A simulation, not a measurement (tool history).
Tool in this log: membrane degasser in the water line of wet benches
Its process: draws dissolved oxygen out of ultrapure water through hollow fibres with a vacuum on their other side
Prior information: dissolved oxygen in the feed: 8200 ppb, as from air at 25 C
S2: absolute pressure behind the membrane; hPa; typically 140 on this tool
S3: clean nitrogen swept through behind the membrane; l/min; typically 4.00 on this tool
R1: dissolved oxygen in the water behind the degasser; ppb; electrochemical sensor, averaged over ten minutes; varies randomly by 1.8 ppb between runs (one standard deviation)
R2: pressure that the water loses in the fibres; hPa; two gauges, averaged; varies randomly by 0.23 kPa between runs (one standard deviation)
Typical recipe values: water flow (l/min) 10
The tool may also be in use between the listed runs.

Run 1, hour 0.0: usual settings. Result: R1 183.9 ppb, R2 560.2 hPa.
Run 2, hour 102.0: usual settings. Result: R1 185.8 ppb, R2 562.0 hPa.
Run 3, hour 164.7: usual settings but water flow (l/min) 9. Result: R1 151.0 ppb, R2 509.1 hPa.
Run 4, hour 243.3: usual settings but S2 100 hPa. Result: R1 159.3 ppb, R2 564.3 hPa.
Run 5, hour 370.9: usual settings. Result: R1 185.8 ppb, R2 565.0 hPa.
Run 6, hour 436.6: usual settings. Result: R1 186.4 ppb, R2 568.9 hPa.
Run 7, hour 493.5: usual settings. Result: R1 190.1 ppb, R2 571.5 hPa.
Run 8, hour 555.9: usual settings. Result: R1 188.6 ppb, R2 566.2 hPa.
Run 9, hour 658.1: usual settings. Result: R1 184.6 ppb, R2 565.7 hPa.
Run 10, hour 729.6: usual settings. Result: R1 188.6 ppb, R2 566.0 hPa.
Run 11, hour 848.1: usual settings. Result: R1 190.2 ppb, R2 564.2 hPa.
Run 12, hour 947.7: usual settings but water flow (l/min) 12. Result: R1 270.0 ppb, R2 680.3 hPa.
Run 13, hour 1012.0: usual settings but water flow (l/min) 12. Result: R1 268.5 ppb, R2 679.8 hPa.
Run 14, hour 1121.2: usual settings but water flow (l/min) 12. Result: R1 263.7 ppb, R2 682.0 hPa.
Run 15, hour 1240.1: usual settings but water flow (l/min) 12. Result: R1 266.6 ppb, R2 684.3 hPa.
Run 16, hour 1336.3: usual settings but water flow (l/min) 12. Result: R1 263.5 ppb, R2 680.7 hPa.
Run 17, hour 1409.0: usual settings but S2 94 hPa, S3 7.47 l/min. Result: R1 142.9 ppb, R2 568.8 hPa.
Run 18, hour 1519.1: usual settings but S2 250 hPa, S3 9.95 l/min. Result: R1 173.7 ppb, R2 568.9 hPa.
Run 19, hour 1636.7: usual settings but S3 4.49 l/min. Result: R1 183.9 ppb, R2 570.7 hPa.
Run 20, hour 1741.2: usual settings but water flow (l/min) 16, S2 101 hPa, S3 5.59 l/min. Result: R1 402.7 ppb, R2 911.5 hPa.
Run 21, hour 1867.4: usual settings but water flow (l/min) 11, S2 118 hPa, S3 1.87 l/min. Result: R1 277.6 ppb, R2 630.4 hPa.
Run 22, hour 1941.7: usual settings but water flow (l/min) 11, S2 155 hPa, S3 3.82 l/min. Result: R1 241.8 ppb, R2 623.2 hPa.
Run 23, hour 2064.8: usual settings but water flow (l/min) 11, S2 155 hPa, S3 3.82 l/min. Result: R1 246.8 ppb, R2 628.1 hPa.
Run 24, hour 2168.5: usual settings but water flow (l/min) 7. Result: R1 95.0 ppb, R2 396.9 hPa.
Run 25, hour 2293.8: usual settings but water flow (l/min) 7, S3 2.85 l/min. Result: R1 113.0 ppb, R2 400.5 hPa.
At hour 2343.6: seals of the vacuum lines changed.
Run 26, hour 2414.6: usual settings but water flow (l/min) 7, S3 2.85 l/min. Result: R1 110.2 ppb, R2 398.5 hPa.
Run 27, hour 2521.4: usual settings but water flow (l/min) 8, S2 123 hPa, S3 8.32 l/min. Result: R1 87.7 ppb, R2 460.3 hPa.
Run 28, hour 2584.4: usual settings but water flow (l/min) 8, S2 123 hPa, S3 8.32 l/min. Result: R1 91.7 ppb, R2 459.3 hPa.
Run 29, hour 2668.3: usual settings but water flow (l/min) 16, S2 293 hPa, S3 2.57 l/min. Result: R1 706.1 ppb, R2 915.6 hPa.
Run 30, hour 2733.3: usual settings but water flow (l/min) 16, S2 293 hPa, S3 2.57 l/min. Result: R1 701.5 ppb, R2 913.5 hPa.
Run 31, hour 2812.3: usual settings but water flow (l/min) 13, S2 293 hPa, S3 5.62 l/min. Result: R1 372.0 ppb, R2 748.1 hPa.
Run 32, hour 2880.7: usual settings but water flow (l/min) 15, S2 275 hPa, S3 3.06 l/min. Result: R1 571.4 ppb, R2 859.8 hPa.

Forecast each of these 3 alternatives for the next run:
Run A, hour 2971.3: usual settings but water flow (l/min) 15, S2 121 hPa, S3 8.76 l/min. Result: R1 ?, R2 ?.
Run B, hour 2971.3: usual settings but water flow (l/min) 12, S2 159 hPa. Result: R1 ?, R2 ?.
Run C, hour 2971.3: usual settings but S2 167 hPa, S3 2.92 l/min. Result: R1 ?, R2 ?.

run     R1     R2
  A  350.1  861.8
  B  281.1  689.9
  C  237.9  569.4
The same runs, with their run-to-run variation unchanged, on a tool lacking any hidden condition would have given:
run     R1     R2
  A  330.4  845.3
  B  267.0  676.7
  C  227.3  558.5
